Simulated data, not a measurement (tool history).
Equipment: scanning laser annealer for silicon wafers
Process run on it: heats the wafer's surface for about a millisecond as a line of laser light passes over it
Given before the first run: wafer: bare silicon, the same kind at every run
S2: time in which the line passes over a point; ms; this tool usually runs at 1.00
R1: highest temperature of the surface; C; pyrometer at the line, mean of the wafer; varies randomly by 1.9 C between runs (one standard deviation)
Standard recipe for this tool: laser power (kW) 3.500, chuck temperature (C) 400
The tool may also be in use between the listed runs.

{"run": 1, "day": 0.0, "laser power (kW)": 3.5, "S2": 1.0, "chuck temperature (C)": 400, "R1": 1175}
{"run": 2, "day": 0.629, "laser power (kW)": 3.5, "S2": 1.0, "chuck temperature (C)": 400, "R1": 1177}
{"run": 3, "day": 0.983, "laser power (kW)": 3.5, "S2": 1.0, "chuck temperature (C)": 400, "R1": 1179}
{"run": 4, "day": 1.283, "laser power (kW)": 3.5, "S2": 1.0, "chuck temperature (C)": 427, "R1": 1203}
{"run": 5, "day": 1.758, "laser power (kW)": 3.309, "S2": 1.0, "chuck temperature (C)": 400, "R1": 1131}
{"run": 6, "day": 2.421, "laser power (kW)": 3.5, "S2": 1.0, "chuck temperature (C)": 400, "R1": 1178}
{"run": 7, "day": 2.729, "laser power (kW)": 3.5, "S2": 1.0, "chuck temperature (C)": 400, "R1": 1175}
{"run": 8, "day": 3.092, "laser power (kW)": 3.054, "S2": 1.0, "chuck temperature (C)": 400, "R1": 1068}
{"day": 3.5, "done": "window over the wafer cleaned"}
{"run": 9, "day": 3.862, "laser power (kW)": 3.5, "S2": 0.83, "chuck temperature (C)": 400, "R1": 1079}
{"run": 10, "day": 4.454, "laser power (kW)": 3.5, "S2": 0.83, "chuck temperature (C)": 400, "R1": 1081}
{"run": 11, "day": 4.9, "laser power (kW)": 3.645, "S2": 1.0, "chuck temperature (C)": 400, "R1": 1193}
{"run": 12, "day": 5.408, "laser power (kW)": 3.5, "S2": 1.0, "chuck temperature (C)": 405, "R1": 1160}
{"run": 13, "day": 5.762, "laser power (kW)": 3.5, "S2": 1.0, "chuck temperature (C)": 400, "R1": 1157}
{"run": 14, "day": 6.046, "laser power (kW)": 3.016, "S2": 1.0, "chuck temperature (C)": 400, "R1": 1040}
{"day": 6.429, "done": "window over the wafer cleaned, once more"}
{"run": 15, "day": 6.825, "laser power (kW)": 3.5, "S2": 0.8, "chuck temperature (C)": 400, "R1": 1119}
{"run": 16, "day": 7.333, "laser power (kW)": 3.5, "S2": 0.95, "chuck temperature (C)": 400, "R1": 1190}
{"run": 17, "day": 7.858, "laser power (kW)": 3.5, "S2": 0.95, "chuck temperature (C)": 400, "R1": 1190}
{"run": 18, "day": 8.517, "laser power (kW)": 3.5, "S2": 0.95, "chuck temperature (C)": 400, "R1": 1188}
{"run": 19, "day": 9.021, "laser power (kW)": 3.5, "S2": 0.95, "chuck temperature (C)": 400, "R1": 1186}
{"run": 20, "day": 9.392, "laser power (kW)": 3.5, "S2": 1.0, "chuck temperature (C)": 394, "R1": 1202}
{"run": 21, "day": 9.958, "laser power (kW)": 3.303, "S2": 1.0, "chuck temperature (C)": 421, "R1": 1178}
{"run": 22, "day": 10.608, "laser power (kW)": 3.059, "S2": 1.08, "chuck temperature (C)": 371, "R1": 1102}
{"run": 23, "day": 11.142, "laser power (kW)": 3.059, "S2": 1.08, "chuck temperature (C)": 371, "R1": 1100}
{"run": 24, "day": 11.583, "laser power (kW)": 3.441, "S2": 1.13, "chuck temperature (C)": 417, "R1": 1263}
{"run": 25, "day": 12.167, "laser power (kW)": 3.441, "S2": 1.13, "chuck temperature (C)": 417, "R1": 1264}
{"run": 26, "day": 12.817, "laser power (kW)": 3.162, "S2": 1.0, "chuck temperature (C)": 400, "R1": 1123}
{"run": 27, "day": 13.183, "laser power (kW)": 3.114, "S2": 0.93, "chuck temperature (C)": 431, "R1": 1113}
{"run": 28, "day": 13.883, "laser power (kW)": 3.784, "S2": 0.76, "chuck temperature (C)": 374, "R1": 1125}
{"run": 29, "day": 14.267, "laser power (kW)": 3.784, "S2": 0.76, "chuck temperature (C)": 374, "R1": 1121}
{"run": 30, "day": 14.967, "laser power (kW)": 3.784, "S2": 1.14, "chuck temperature (C)": 374, "R1": 1318}
{"run": 31, "day": 15.308, "laser power (kW)": 3.254, "S2": 0.85, "chuck temperature (C)": 385, "R1": 1057}
{"run": 32, "day": 15.829, "laser power (kW)": 3.048, "S2": 0.82, "chuck temperature (C)": 405, "R1": 1021}
{"day": 16.488, "done": "optics aligned, line set to its width"}
{"run": 33, "day": 16.738, "laser power (kW)": 3.5, "S2": 1.03, "chuck temperature (C)": 391, "R1": 1213}
{"run": 34, "day": 17.079, "laser power (kW)": 3.688, "S2": 1.1, "chuck temperature (C)": 374, "R1": 1275}
{"run": 35, "day": 17.779, "laser power (kW)": 3.501, "S2": 0.81, "chuck temperature (C)": 408, "R1": 1126}
{"run": 36, "day": 18.254, "laser power (kW)": 3.501, "S2": 0.81, "chuck temperature (C)": 408, "R1": 1123}
{"run": 37, "day": 18.538, "laser power (kW)": 3.501, "S2": 0.81, "chuck temperature (C)": 408, "R1": 1126}
{"run": 38, "day": 19.062, "laser power (kW)": 3.51, "S2": 0.82, "chuck temperature (C)": 376, "R1": 1095}
{"run": 39, "day": 19.404, "laser power (kW)": 3.51, "S2": 0.82, "chuck temperature (C)": 376, "R1": 1098}
{"run": 40, "day": 19.971, "laser power (kW)": 3.786, "S2": 0.89, "chuck temperature (C)": 424, "R1": 1247}

Forecast each of these 5 alternatives for the next run:
{"run": "A", "day": 20.354, "laser power (kW)": 3.5, "S2": 1.0, "chuck temperature (C)": 380, "R1": "?"}
{"run": "B", "day": 20.354, "laser power (kW)": 3.45, "S2": 0.89, "chuck temperature (C)": 417, "R1": "?"}
{"run": "C", "day": 20.354, "laser power (kW)": 3.786, "S2": 0.89, "chuck temperature (C)": 370, "R1": "?"}
{"run": "D", "day": 20.354, "laser power (kW)": 3.305, "S2": 0.89, "chuck temperature (C)": 368, "R1": "?"}
{"run": "E", "day": 20.354, "laser power (kW)": 3.786, "S2": 1.0, "chuck temperature (C)": 424, "R1": "?"}

run=A R1=1186
run=B R1=1157
run=C R1=1193
run=D R1=1073
run=E R1=1302
With the hidden condition removed and each run's random variation left untouched, the same runs would have given:
run=A R1=1202
run=B R1=1172
run=C R1=1209
run=D R1=1087
run=E R1=1319
